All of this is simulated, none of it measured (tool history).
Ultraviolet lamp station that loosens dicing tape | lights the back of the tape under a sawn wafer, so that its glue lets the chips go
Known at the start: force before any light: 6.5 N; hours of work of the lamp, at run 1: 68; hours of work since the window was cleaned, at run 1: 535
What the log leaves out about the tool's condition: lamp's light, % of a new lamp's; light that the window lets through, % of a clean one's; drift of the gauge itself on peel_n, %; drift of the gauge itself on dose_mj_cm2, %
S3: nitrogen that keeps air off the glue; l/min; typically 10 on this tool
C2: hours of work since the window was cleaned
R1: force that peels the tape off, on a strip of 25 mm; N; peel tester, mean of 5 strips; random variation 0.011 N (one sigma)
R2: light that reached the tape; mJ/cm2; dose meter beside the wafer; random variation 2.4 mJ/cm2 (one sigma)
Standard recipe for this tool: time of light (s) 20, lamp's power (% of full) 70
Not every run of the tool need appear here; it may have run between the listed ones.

run 1 day=0.000 | time_of_light_(s)=20 lamp's_power_(%_of_full)=70 S3=10 | hours_of_work_of_the_lamp=68 C2=535 | R1=0.653 R2=242
run 2 day=0.479 | time_of_light_(s)=20 lamp's_power_(%_of_full)=70 S3=10 | hours_of_work_of_the_lamp=75 C2=542 | R1=0.671 R2=243
run 3 day=1.358 | time_of_light_(s)=20 lamp's_power_(%_of_full)=70 S3=10 | hours_of_work_of_the_lamp=86 C2=553 | R1=0.666 R2=240
run 4 day=1.800 | time_of_light_(s)=20 lamp's_power_(%_of_full)=70 S3=10 | hours_of_work_of_the_lamp=92 C2=559 | R1=0.666 R2=241
run 5 day=2.696 | time_of_light_(s)=20 lamp's_power_(%_of_full)=70 S3=10 | hours_of_work_of_the_lamp=103 C2=570 | R1=0.666 R2=242
run 6 day=3.062 | time_of_light_(s)=20 lamp's_power_(%_of_full)=70 S3=10 | hours_of_work_of_the_lamp=108 C2=575 | R1=0.700 R2=241
run 7 day=3.771 | time_of_light_(s)=20 lamp's_power_(%_of_full)=70 S3=10 | hours_of_work_of_the_lamp=117 C2=584 | R1=0.674 R2=240
-- day=4.162 window cleaned of glue's vapour
run 8 day=4.617 | time_of_light_(s)=20 lamp's_power_(%_of_full)=70 S3=10 | hours_of_work_of_the_lamp=128 C2=6 | R1=0.717 R2=233
run 9 day=5.417 | time_of_light_(s)=20 lamp's_power_(%_of_full)=70 S3=10 | hours_of_work_of_the_lamp=138 C2=16 | R1=0.727 R2=232
run 10 day=6.296 | time_of_light_(s)=11 lamp's_power_(%_of_full)=70 S3=10 | hours_of_work_of_the_lamp=150 C2=28 | R1=1.829 R2=125
run 11 day=7.179 | time_of_light_(s)=11 lamp's_power_(%_of_full)=70 S3=10 | hours_of_work_of_the_lamp=161 C2=39 | R1=1.769 R2=129
run 12 day=7.608 | time_of_light_(s)=11 lamp's_power_(%_of_full)=70 S3=10 | hours_of_work_of_the_lamp=167 C2=45 | R1=1.855 R2=127
run 13 day=8.200 | time_of_light_(s)=23 lamp's_power_(%_of_full)=67 S3=10 | hours_of_work_of_the_lamp=174 C2=52 | R1=0.619 R2=251
run 14 day=8.817 | time_of_light_(s)=23 lamp's_power_(%_of_full)=86 S3=5 | hours_of_work_of_the_lamp=182 C2=60 | R1=0.694 R2=319
run 15 day=9.317 | time_of_light_(s)=23 lamp's_power_(%_of_full)=86 S3=5 | hours_of_work_of_the_lamp=189 C2=67 | R1=0.710 R2=324
-- day=9.421 window cleaned of glue's vapour, once more
run 16 day=9.933 | time_of_light_(s)=23 lamp's_power_(%_of_full)=86 S3=5 | hours_of_work_of_the_lamp=196 C2=7 | R1=0.499 R2=372
run 17 day=10.692 | time_of_light_(s)=20 lamp's_power_(%_of_full)=91 S3=3 | hours_of_work_of_the_lamp=206 C2=16 | R1=0.931 R2=341
run 18 day=11.229 | time_of_light_(s)=34 lamp's_power_(%_of_full)=90 S3=8 | hours_of_work_of_the_lamp=213 C2=23 | R1=0.168 R2=575
run 19 day=12.133 | time_of_light_(s)=32 lamp's_power_(%_of_full)=87 S3=7 | hours_of_work_of_the_lamp=225 C2=35 | R1=0.200 R2=514
run 20 day=12.696 | time_of_light_(s)=10 lamp's_power_(%_of_full)=75 S3=7 | hours_of_work_of_the_lamp=232 C2=42 | R1=1.969 R2=136
run 21 day=13.558 | time_of_light_(s)=11 lamp's_power_(%_of_full)=87 S3=10 | hours_of_work_of_the_lamp=243 C2=54 | R1=1.153 R2=175
run 22 day=14.383 | time_of_light_(s)=20 lamp's_power_(%_of_full)=86 S3=5 | hours_of_work_of_the_lamp=254 C2=64 | R1=0.700 R2=322

Predict each of these 4 candidate next runs independently; none follows another, all start after run 22:
run A day=14.862 | time_of_light_(s)=20 lamp's_power_(%_of_full)=78 S3=15 | hours_of_work_of_the_lamp=260 C2=70 | R1=? R2=?
run B day=14.862 | time_of_light_(s)=20 lamp's_power_(%_of_full)=80 S3=19 | hours_of_work_of_the_lamp=260 C2=70 | R1=? R2=?
run C day=14.862 | time_of_light_(s)=40 lamp's_power_(%_of_full)=76 S3=16 | hours_of_work_of_the_lamp=260 C2=70 | R1=? R2=?
run D day=14.862 | time_of_light_(s)=33 lamp's_power_(%_of_full)=86 S3=5 | hours_of_work_of_the_lamp=260 C2=70 | R1=? R2=?

run=A R1=0.353 R2=287
run=B R1=0.279 R2=292
run=C R1=0.146 R2=555
run=D R1=0.260 R2=517
The same runs, with their run-to-run variation unchanged, on a tool lacking any hidden condition would have given:
run=A R1=0.302 R2=310
run=B R1=0.241 R2=316
run=C R1=0.143 R2=600
run=D R1=0.227 R2=558

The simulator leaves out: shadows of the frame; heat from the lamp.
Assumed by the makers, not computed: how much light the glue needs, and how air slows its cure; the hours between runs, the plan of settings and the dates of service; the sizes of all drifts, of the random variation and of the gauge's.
